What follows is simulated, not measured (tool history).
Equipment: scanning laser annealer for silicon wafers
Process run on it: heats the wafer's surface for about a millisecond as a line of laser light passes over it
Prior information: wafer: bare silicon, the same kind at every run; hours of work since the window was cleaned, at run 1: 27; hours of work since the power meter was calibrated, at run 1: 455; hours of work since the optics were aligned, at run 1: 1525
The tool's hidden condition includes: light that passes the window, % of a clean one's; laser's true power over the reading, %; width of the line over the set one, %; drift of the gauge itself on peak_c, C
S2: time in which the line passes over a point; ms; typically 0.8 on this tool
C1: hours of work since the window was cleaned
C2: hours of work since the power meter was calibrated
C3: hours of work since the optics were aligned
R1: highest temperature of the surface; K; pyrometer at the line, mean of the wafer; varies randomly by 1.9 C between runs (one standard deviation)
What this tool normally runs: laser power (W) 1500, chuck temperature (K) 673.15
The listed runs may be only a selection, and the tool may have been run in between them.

{"run": 1, "hour": 0.0, "laser power (W)": 1500, "S2": 0.8, "chuck temperature (K)": 673.15, "C1": 27, "C2": 455, "C3": 1525, "R1": 1376.15}
{"run": 2, "hour": 20.3, "laser power (W)": 1500, "S2": 0.8, "chuck temperature (K)": 673.15, "C1": 37, "C2": 465, "C3": 1535, "R1": 1374.15}
{"run": 3, "hour": 44.0, "laser power (W)": 1500, "S2": 0.8, "chuck temperature (K)": 673.15, "C1": 49, "C2": 477, "C3": 1547, "R1": 1371.15}
{"run": 4, "hour": 57.9, "laser power (W)": 1500, "S2": 0.8, "chuck temperature (K)": 673.15, "C1": 56, "C2": 484, "C3": 1554, "R1": 1373.15}
{"run": 5, "hour": 71.8, "laser power (W)": 1500, "S2": 0.8, "chuck temperature (K)": 673.15, "C1": 63, "C2": 491, "C3": 1561, "R1": 1373.15}
{"run": 6, "hour": 89.1, "laser power (W)": 1301, "S2": 0.8, "chuck temperature (K)": 673.15, "C1": 72, "C2": 500, "C3": 1570, "R1": 1266.15}
{"run": 7, "hour": 110.6, "laser power (W)": 1301, "S2": 0.8, "chuck temperature (K)": 673.15, "C1": 82, "C2": 510, "C3": 1581, "R1": 1263.15}
{"run": 8, "hour": 126.8, "laser power (W)": 1301, "S2": 0.8, "chuck temperature (K)": 673.15, "C1": 91, "C2": 519, "C3": 1589, "R1": 1267.15}
{"run": 9, "hour": 136.8, "laser power (W)": 1301, "S2": 0.8, "chuck temperature (K)": 673.15, "C1": 96, "C2": 524, "C3": 1594, "R1": 1266.15}
{"run": 10, "hour": 157.2, "laser power (W)": 1500, "S2": 0.8, "chuck temperature (K)": 673.15, "C1": 106, "C2": 534, "C3": 1604, "R1": 1369.15}
{"run": 11, "hour": 168.2, "laser power (W)": 1500, "S2": 0.8, "chuck temperature (K)": 673.15, "C1": 112, "C2": 540, "C3": 1610, "R1": 1371.15}
{"run": 12, "hour": 187.0, "laser power (W)": 1500, "S2": 0.8, "chuck temperature (K)": 673.15, "C1": 121, "C2": 549, "C3": 1619, "R1": 1366.15}
{"run": 13, "hour": 198.6, "laser power (W)": 1500, "S2": 0.8, "chuck temperature (K)": 656.15, "C1": 127, "C2": 555, "C3": 1625, "R1": 1351.15}
{"run": 14, "hour": 212.6, "laser power (W)": 1500, "S2": 0.8, "chuck temperature (K)": 656.15, "C1": 134, "C2": 562, "C3": 1632, "R1": 1348.15}
{"run": 15, "hour": 222.2, "laser power (W)": 1500, "S2": 0.8, "chuck temperature (K)": 656.15, "C1": 139, "C2": 567, "C3": 1637, "R1": 1351.15}
{"run": 16, "hour": 243.0, "laser power (W)": 1500, "S2": 0.8, "chuck temperature (K)": 656.15, "C1": 149, "C2": 577, "C3": 1647, "R1": 1351.15}
{"run": 17, "hour": 255.1, "laser power (W)": 1500, "S2": 0.826, "chuck temperature (K)": 673.15, "C1": 155, "C2": 583, "C3": 1654, "R1": 1379.15}
{"run": 18, "hour": 268.4, "laser power (W)": 1500, "S2": 0.793, "chuck temperature (K)": 673.15, "C1": 162, "C2": 590, "C3": 1660, "R1": 1359.15}
{"run": 19, "hour": 286.0, "laser power (W)": 1500, "S2": 0.793, "chuck temperature (K)": 673.15, "C1": 171, "C2": 599, "C3": 1669, "R1": 1363.15}
{"run": 20, "hour": 304.5, "laser power (W)": 1500, "S2": 0.793, "chuck temperature (K)": 690.15, "C1": 180, "C2": 608, "C3": 1679, "R1": 1375.15}
{"run": 21, "hour": 327.3, "laser power (W)": 1500, "S2": 0.793, "chuck temperature (K)": 690.15, "C1": 192, "C2": 620, "C3": 1690, "R1": 1376.15}
{"run": 22, "hour": 344.7, "laser power (W)": 1644, "S2": 0.74, "chuck temperature (K)": 669.15, "C1": 201, "C2": 629, "C3": 1699, "R1": 1404.15}
{"run": 23, "hour": 365.8, "laser power (W)": 1298, "S2": 0.645, "chuck temperature (K)": 669.15, "C1": 211, "C2": 639, "C3": 1709, "R1": 1180.15}
{"hour": 383.2, "done": "optics aligned, line set to its width"}
{"run": 24, "hour": 388.6, "laser power (W)": 1298, "S2": 0.645, "chuck temperature (K)": 669.15, "C1": 220, "C2": 648, "C3": 3, "R1": 1188.15}
{"run": 25, "hour": 408.5, "laser power (W)": 1500, "S2": 0.8, "chuck temperature (K)": 710.15, "C1": 230, "C2": 658, "C3": 13, "R1": 1408.15}
{"run": 26, "hour": 423.7, "laser power (W)": 1349, "S2": 0.921, "chuck temperature (K)": 695.15, "C1": 238, "C2": 666, "C3": 20, "R1": 1361.15}
{"run": 27, "hour": 446.3, "laser power (W)": 1500, "S2": 0.635, "chuck temperature (K)": 676.15, "C1": 249, "C2": 677, "C3": 32, "R1": 1282.15}
{"run": 28, "hour": 464.9, "laser power (W)": 1441, "S2": 0.657, "chuck temperature (K)": 676.15, "C1": 259, "C2": 687, "C3": 41, "R1": 1265.15}
{"run": 29, "hour": 474.6, "laser power (W)": 1392, "S2": 0.713, "chuck temperature (K)": 685.15, "C1": 264, "C2": 692, "C3": 46, "R1": 1279.15}
{"run": 30, "hour": 495.9, "laser power (W)": 1576, "S2": 0.812, "chuck temperature (K)": 701.15, "C1": 274, "C2": 702, "C3": 57, "R1": 1441.15}
{"run": 31, "hour": 506.5, "laser power (W)": 1621, "S2": 0.743, "chuck temperature (K)": 654.15, "C1": 280, "C2": 708, "C3": 62, "R1": 1379.15}
{"run": 32, "hour": 522.7, "laser power (W)": 1621, "S2": 0.743, "chuck temperature (K)": 654.15, "C1": 288, "C2": 716, "C3": 70, "R1": 1383.15}
{"run": 33, "hour": 546.0, "laser power (W)": 1621, "S2": 0.743, "chuck temperature (K)": 713.15, "C1": 300, "C2": 728, "C3": 82, "R1": 1439.15}
{"run": 34, "hour": 569.4, "laser power (W)": 1539, "S2": 0.767, "chuck temperature (K)": 713.15, "C1": 311, "C2": 740, "C3": 94, "R1": 1409.15}
{"run": 35, "hour": 592.8, "laser power (W)": 1562, "S2": 0.688, "chuck temperature (K)": 697.15, "C1": 323, "C2": 751, "C3": 106, "R1": 1361.15}
{"run": 36, "hour": 614.1, "laser power (W)": 1562, "S2": 0.688, "chuck temperature (K)": 697.15, "C1": 334, "C2": 762, "C3": 117, "R1": 1359.15}
{"run": 37, "hour": 624.8, "laser power (W)": 1562, "S2": 0.688, "chuck temperature (K)": 697.15, "C1": 339, "C2": 767, "C3": 122, "R1": 1355.15}
{"run": 38, "hour": 639.6, "laser power (W)": 1562, "S2": 0.688, "chuck temperature (K)": 697.15, "C1": 347, "C2": 775, "C3": 129, "R1": 1356.15}
{"run": 39, "hour": 653.3, "laser power (W)": 1568, "S2": 0.636, "chuck temperature (K)": 680.15, "C1": 354, "C2": 782, "C3": 136, "R1": 1311.15}
{"run": 40, "hour": 673.0, "laser power (W)": 1304, "S2": 0.8, "chuck temperature (K)": 712.15, "C1": 364, "C2": 792, "C3": 146, "R1": 1293.15}
{"run": 41, "hour": 691.4, "laser power (W)": 1574, "S2": 0.993, "chuck temperature (K)": 673.15, "C1": 373, "C2": 801, "C3": 156, "R1": 1496.15}

Measured less the same run without the tool's hidden state. The same run-to-run variation is in both; the gauge's scatter may not be:
run=1 R1=-12
run=2 R1=-12
run=3 R1=-13
run=4 R1=-14
run=5 R1=-14
run=6 R1=-13
run=7 R1=-14
run=8 R1=-14
run=9 R1=-14
run=10 R1=-17
run=11 R1=-18
run=12 R1=-19
run=13 R1=-19
run=14 R1=-20
run=15 R1=-20
run=16 R1=-20
run=17 R1=-22
run=18 R1=-21
run=19 R1=-23
run=20 R1=-22
run=21 R1=-23
run=22 R1=-26
run=23 R1=-19
run=24 R1=-13
run=25 R1=-18
run=26 R1=-18
run=27 R1=-17
run=28 R1=-17
run=29 R1=-18
run=30 R1=-22
run=31 R1=-23
run=32 R1=-23
run=33 R1=-24
run=34 R1=-24
run=35 R1=-24
run=36 R1=-24
run=37 R1=-25
run=38 R1=-25
run=39 R1=-25
run=40 R1=-23
run=41 R1=-34

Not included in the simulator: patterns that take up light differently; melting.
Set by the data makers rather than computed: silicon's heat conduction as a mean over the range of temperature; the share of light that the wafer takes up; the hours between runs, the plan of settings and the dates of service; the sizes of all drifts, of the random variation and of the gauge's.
